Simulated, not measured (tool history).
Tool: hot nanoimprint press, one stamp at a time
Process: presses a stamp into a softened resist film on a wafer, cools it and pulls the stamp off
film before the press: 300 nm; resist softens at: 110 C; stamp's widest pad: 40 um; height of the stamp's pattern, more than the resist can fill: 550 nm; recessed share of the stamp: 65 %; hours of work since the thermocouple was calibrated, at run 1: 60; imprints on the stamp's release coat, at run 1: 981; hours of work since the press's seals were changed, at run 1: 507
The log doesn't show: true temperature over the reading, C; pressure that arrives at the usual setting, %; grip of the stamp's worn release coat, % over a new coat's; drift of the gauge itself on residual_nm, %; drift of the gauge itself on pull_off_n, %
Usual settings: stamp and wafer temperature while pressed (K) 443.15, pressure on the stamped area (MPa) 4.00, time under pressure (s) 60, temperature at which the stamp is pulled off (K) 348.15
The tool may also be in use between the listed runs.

| run | day | stamp and wafer temperature while pressed (K) | pressure on the stamped area (MPa) | time under pressure (s) | temperature at which the stamp is pulled off (K) | hours of work since the thermocouple was calibrated | imprints on the stamp's release coat | hours of work since the press's seals were changed | resist left under the stamp's widest pad (angstrom) | greatest force while the stamp is pulled off (N) |
|---|---|---|---|---|---|---|---|---|---|---|
| 1 | 0.000 | 443.15 | 4.00 | 60 | 348.15 | 60 | 981 | 507 | 1158 | 150 |
| 2 | 1.471 | 443.15 | 4.00 | 60 | 348.15 | 84 | 1072 | 531 | 1154 | 154 |
| 3 | 2.558 | 443.15 | 4.00 | 60 | 348.15 | 101 | 1138 | 548 | 1156 | 151 |
| 4 | 3.592 | 443.15 | 4.00 | 60 | 348.15 | 118 | 1202 | 565 | 1164 | 156 |
| 5 | 4.792 | 443.15 | 4.00 | 60 | 348.15 | 137 | 1276 | 584 | 1170 | 163 |
| 6 | 5.988 | 443.15 | 4.00 | 71 | 348.15 | 156 | 1349 | 603 | 1098 | 161 |
| 7 | 6.933 | 443.15 | 4.00 | 58 | 348.15 | 171 | 1408 | 618 | 1191 | 153 |
|  | 7.321 | stamp cleaned and given a new release coat |
|  | 8.092 | press's hydraulic seals changed and the load cell set to zero |
| 8 | 8.650 | 443.15 | 4.00 | 58 | 348.15 | 190 | 61 | 9 | 1177 | 132 |
| 9 | 10.562 | 443.15 | 3.66 | 58 | 348.15 | 220 | 179 | 40 | 1223 | 141 |
| 10 | 12.158 | 443.15 | 4.00 | 60 | 333.15 | 246 | 277 | 65 | 1170 | 168 |
|  | 12.375 | plate thermocouple calibrated |
| 11 | 14.158 | 443.15 | 4.00 | 60 | 333.15 | 29 | 392 | 95 | 1179 | 174 |
| 12 | 15.333 | 451.15 | 4.00 | 33 | 348.15 | 47 | 464 | 114 | 1111 | 135 |
| 13 | 16.754 | 451.15 | 4.71 | 33 | 350.15 | 70 | 552 | 137 | 1014 | 144 |
| 14 | 17.938 | 451.15 | 4.71 | 33 | 350.15 | 89 | 624 | 156 | 1013 | 144 |
|  | 18.788 | plate thermocouple calibrated, once more |
| 15 | 20.083 | 443.15 | 4.67 | 60 | 355.15 | 21 | 749 | 188 | 1036 | 132 |
| 16 | 21.179 | 432.15 | 2.78 | 46 | 352.15 | 38 | 816 | 206 | 2134 | 135 |
| 17 | 23.121 | 432.15 | 4.86 | 51 | 356.15 | 70 | 935 | 237 | 1727 | 129 |
| 18 | 24.542 | 442.15 | 2.62 | 36 | 341.15 | 92 | 1023 | 260 | 1716 | 171 |
| 19 | 25.854 | 442.15 | 3.19 | 60 | 340.15 | 113 | 1103 | 281 | 1322 | 174 |
| 20 | 27.488 | 442.15 | 3.19 | 60 | 340.15 | 140 | 1204 | 307 | 1326 | 174 |
| 21 | 28.350 | 442.15 | 3.19 | 60 | 340.15 | 153 | 1257 | 321 | 1330 | 178 |

Forecast each of these 3 alternatives for the next run:
| A | 29.642 | 448.15 | 4.97 | 41 | 340.15 | 174 | 1336 | 342 | ? | ? |
| B | 29.642 | 446.15 | 3.19 | 32 | 340.15 | 174 | 1336 | 342 | ? | ? |
| C | 29.642 | 442.15 | 3.19 | 60 | 333.15 | 174 | 1336 | 342 | ? | ? |

| run | resist left under the stamp's widest pad (angstrom) | greatest force while the stamp is pulled off (N) |
|---|---|---|
| A | 979 | 179 |
| B | 1431 | 181 |
| C | 1325 | 200 |
Without the tool's hidden state the same runs would have given:
| run | resist left under the stamp's widest pad (angstrom) | greatest force while the stamp is pulled off (N) |
|---|---|---|
| A | 949 | 146 |
| B | 1396 | 148 |
| C | 1290 | 163 |
